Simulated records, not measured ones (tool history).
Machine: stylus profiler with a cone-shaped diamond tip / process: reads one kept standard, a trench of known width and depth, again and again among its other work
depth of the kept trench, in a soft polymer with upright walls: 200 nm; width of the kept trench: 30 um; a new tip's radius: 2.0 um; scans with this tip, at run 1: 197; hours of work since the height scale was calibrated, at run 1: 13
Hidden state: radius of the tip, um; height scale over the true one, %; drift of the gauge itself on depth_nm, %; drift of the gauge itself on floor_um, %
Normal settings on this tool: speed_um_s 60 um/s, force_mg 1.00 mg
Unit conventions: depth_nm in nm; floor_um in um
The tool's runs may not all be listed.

| run | day | speed_um_s | force_mg | scans with this tip | hours of work since the height scale was calibrated | depth_nm | floor_um |
|---|---|---|---|---|---|---|---|
| 1 | 0.000 | 60 | 1.00 | 197 | 13 | 201.64 | 27.80 |
| 2 | 0.392 | 60 | 0.44 | 265 | 18 | 200.83 | 27.51 |
| 3 | 0.950 | 60 | 0.44 | 363 | 24 | 200.96 | 27.51 |
| 4 | 1.583 | 60 | 0.44 | 473 | 32 | 200.88 | 27.50 |
| 5 | 2.004 | 60 | 1.00 | 546 | 37 | 201.44 | 27.72 |
| 6 | 2.592 | 60 | 1.00 | 648 | 43 | 201.58 | 27.71 |
| 7 | 3.096 | 60 | 1.00 | 736 | 49 | 201.61 | 27.81 |
|  | 3.183 | height scale calibrated on a step standard |
| 8 | 3.879 | 53 | 0.56 | 869 | 8 | 200.94 | 27.70 |
| 9 | 4.496 | 53 | 0.56 | 977 | 15 | 201.01 | 27.62 |
| 10 | 5.238 | 88 | 1.00 | 1105 | 24 | 201.73 | 27.48 |
| 11 | 5.604 | 43 | 0.34 | 1169 | 28 | 200.66 | 27.64 |

Take each entry between the runs: how does the hidden state at the last listed run before it differ from the hidden state at the first listed run after it?
After run 7, before run 8: height scale calibrated on a step standard (day 3.183)
  height scale over the true one, %: -0.03 -> -0.038

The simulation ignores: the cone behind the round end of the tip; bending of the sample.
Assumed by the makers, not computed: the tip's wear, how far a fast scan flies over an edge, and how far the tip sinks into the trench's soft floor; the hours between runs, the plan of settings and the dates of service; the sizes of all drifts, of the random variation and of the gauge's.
